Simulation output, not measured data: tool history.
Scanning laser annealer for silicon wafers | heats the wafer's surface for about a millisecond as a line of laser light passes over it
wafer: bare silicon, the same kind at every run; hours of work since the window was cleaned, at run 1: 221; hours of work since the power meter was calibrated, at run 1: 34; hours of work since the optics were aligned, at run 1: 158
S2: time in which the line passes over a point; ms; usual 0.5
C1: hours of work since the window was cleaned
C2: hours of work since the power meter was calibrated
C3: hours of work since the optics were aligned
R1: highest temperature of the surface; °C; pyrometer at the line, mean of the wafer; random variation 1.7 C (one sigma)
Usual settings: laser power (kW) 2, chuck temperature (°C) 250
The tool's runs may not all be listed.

Run 1, hour 0: usual settings; C1 221; C2 34; C3 158. Result: R1 1030 °C.
Run 2, hour 19.4: usual settings; C1 230; C2 44; C3 168. Result: R1 1028 °C.
Run 3, hour 66.2: usual settings; C1 254; C2 67; C3 191. Result: R1 1031 °C.
Run 4, hour 97: usual settings; C1 269; C2 82; C3 206. Result: R1 1030 °C.
Run 5, hour 130: usual settings; C1 285; C2 99; C3 222. Result: R1 1031 °C.
Run 6, hour 151.6: usual settings; C1 296; C2 109; C3 233. Result: R1 1030 °C.
Run 7, hour 179: usual settings; C1 309; C2 123; C3 246. Result: R1 1030 °C.
Run 8, hour 218.2: usual settings but laser power (kW) 2.084, S2 0.364 ms, chuck temperature (°C) 260; C1 328; C2 142; C3 266. Result: R1 962 °C.
Run 9, hour 250.5: usual settings but laser power (kW) 2.084, S2 0.368 ms, chuck temperature (°C) 274; C1 344; C2 158; C3 281. Result: R1 982 °C.
Run 10, hour 282.5: usual settings but laser power (kW) 2.013, chuck temperature (°C) 233; C1 360; C2 174; C3 297. Result: R1 1016 °C.

Forecast each of these 4 alternatives for the next run:
Run A, hour 328.5: usual settings but laser power (kW) 1.939, chuck temperature (°C) 240; C1 383; C2 196; C3 320. Result: R1 ?.
Run B, hour 328.5: usual settings but laser power (kW) 1.768, S2 0.581 ms, chuck temperature (°C) 270; C1 383; C2 196; C3 320. Result: R1 ?.
Run C, hour 328.5: usual settings but laser power (kW) 2.19, S2 0.496 ms, chuck temperature (°C) 270; C1 383; C2 196; C3 320. Result: R1 ?.
Run D, hour 328.5: usual settings but laser power (kW) 2.036, S2 0.562 ms; C1 383; C2 196; C3 320. Result: R1 ?.

run    R1
  A   989
  B   997
  C  1121
  D  1083
Without the tool's hidden state the same runs would have given:
run    R1
  A  1004
  B  1012
  C  1137
  D  1100

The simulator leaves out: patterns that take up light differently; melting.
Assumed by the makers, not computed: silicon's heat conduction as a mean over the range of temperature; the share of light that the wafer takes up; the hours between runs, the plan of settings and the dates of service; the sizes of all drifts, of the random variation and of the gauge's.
